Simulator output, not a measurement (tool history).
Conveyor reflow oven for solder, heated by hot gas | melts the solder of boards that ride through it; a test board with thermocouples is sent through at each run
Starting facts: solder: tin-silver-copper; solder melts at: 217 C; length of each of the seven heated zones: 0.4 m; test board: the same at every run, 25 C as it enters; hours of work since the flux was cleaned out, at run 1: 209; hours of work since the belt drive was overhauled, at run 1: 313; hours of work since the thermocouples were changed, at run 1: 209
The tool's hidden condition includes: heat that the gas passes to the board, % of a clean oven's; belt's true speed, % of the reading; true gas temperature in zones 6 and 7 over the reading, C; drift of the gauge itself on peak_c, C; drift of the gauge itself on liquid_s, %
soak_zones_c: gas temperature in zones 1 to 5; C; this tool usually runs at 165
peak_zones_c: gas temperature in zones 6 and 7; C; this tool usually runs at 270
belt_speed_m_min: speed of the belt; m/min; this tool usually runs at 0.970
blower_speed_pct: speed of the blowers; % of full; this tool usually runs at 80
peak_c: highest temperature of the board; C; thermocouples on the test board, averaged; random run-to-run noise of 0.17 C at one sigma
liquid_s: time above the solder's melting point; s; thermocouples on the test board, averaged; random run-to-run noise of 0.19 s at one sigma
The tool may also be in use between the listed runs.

run	hour	soak_zones_c	peak_zones_c	belt_speed_m_min	blower_speed_pct	hours of work since the flux was cleaned out	hours of work since the belt drive was overhauled	hours of work since the thermocouples were changed	peak_c	liquid_s
1	0.0	165	270	0.970	80	209	313	209	255.3	36.9
2	17.4	165	270	0.970	80	221	325	221	255.4	36.6
3	27.6	165	270	0.970	80	228	333	228	255.6	36.5
4	47.1	165	270	0.829	80	241	346	241	259.6	45.8
5	61.6	165	270	0.829	80	251	356	251	260.0	46.1
6	71.8	165	270	0.829	80	258	363	258	259.7	46.2
# hour 78.8: flux residue cleaned out of gas plates and filters
7	99.1	165	270	0.970	64	14	379	274	250.2	33.4
8	113.3	165	270	0.970	64	24	389	284	249.9	33.6
9	129.1	165	270	0.970	64	35	400	295	250.0	33.7
10	145.3	165	270	0.869	80	46	411	306	258.7	43.3
11	164.3	165	270	0.970	80	59	424	319	255.4	37.0
12	175.0	165	270	0.970	80	67	431	327	255.2	36.8
13	195.7	165	270	0.970	80	81	446	341	255.5	36.8
14	218.5	165	270	0.970	80	97	462	357	255.7	36.7
15	229.9	165	270	0.970	80	105	469	365	255.3	36.9
16	252.8	158	267	1.009	55	121	485	381	240.1	24.1
17	267.2	166	263	0.970	56	131	495	391	240.7	27.6
18	290.1	159	270	0.970	80	147	511	407	254.7	35.6
19	313.2	176	270	0.812	80	163	527	423	261.4	50.2
20	329.9	165	270	0.969	85	174	539	434	256.9	37.7
21	346.2	177	278	0.970	73	186	550	445	262.5	41.7
22	360.1	154	270	1.025	80	195	560	455	251.6	31.0
23	373.2	154	278	1.066	80	204	569	464	257.5	32.3
24	385.8	165	270	0.901	75	213	578	473	256.3	40.4
25	403.4	166	270	1.011	75	225	590	485	253.3	33.9
26	425.6	151	270	0.858	75	241	605	501	255.7	39.7
27	442.7	151	271	0.858	75	253	617	512	256.9	40.2
# hour 458.3: flux residue cleaned out of gas plates and filters
28	464.6	170	271	0.858	56	4	629	524	252.7	40.6
29	476.5	165	273	0.970	75	13	637	532	256.6	36.9

Below are 3 alternative next runs, each starting from the tool's condition after run 29. Predict each:
A	489.3	178	273	0.846	75	22	646	541	?	?
B	489.3	165	270	0.970	54	22	646	541	?	?
C	489.3	165	270	0.970	87	22	646	541	?	?

run	peak_c	liquid_s
A	262.0	48.7
B	245.2	30.2
C	257.2	38.1
Without the tool's unlogged condition, the same runs would have read:
run	peak_c	liquid_s
A	262.0	48.7
B	245.2	30.2
C	257.1	38.0

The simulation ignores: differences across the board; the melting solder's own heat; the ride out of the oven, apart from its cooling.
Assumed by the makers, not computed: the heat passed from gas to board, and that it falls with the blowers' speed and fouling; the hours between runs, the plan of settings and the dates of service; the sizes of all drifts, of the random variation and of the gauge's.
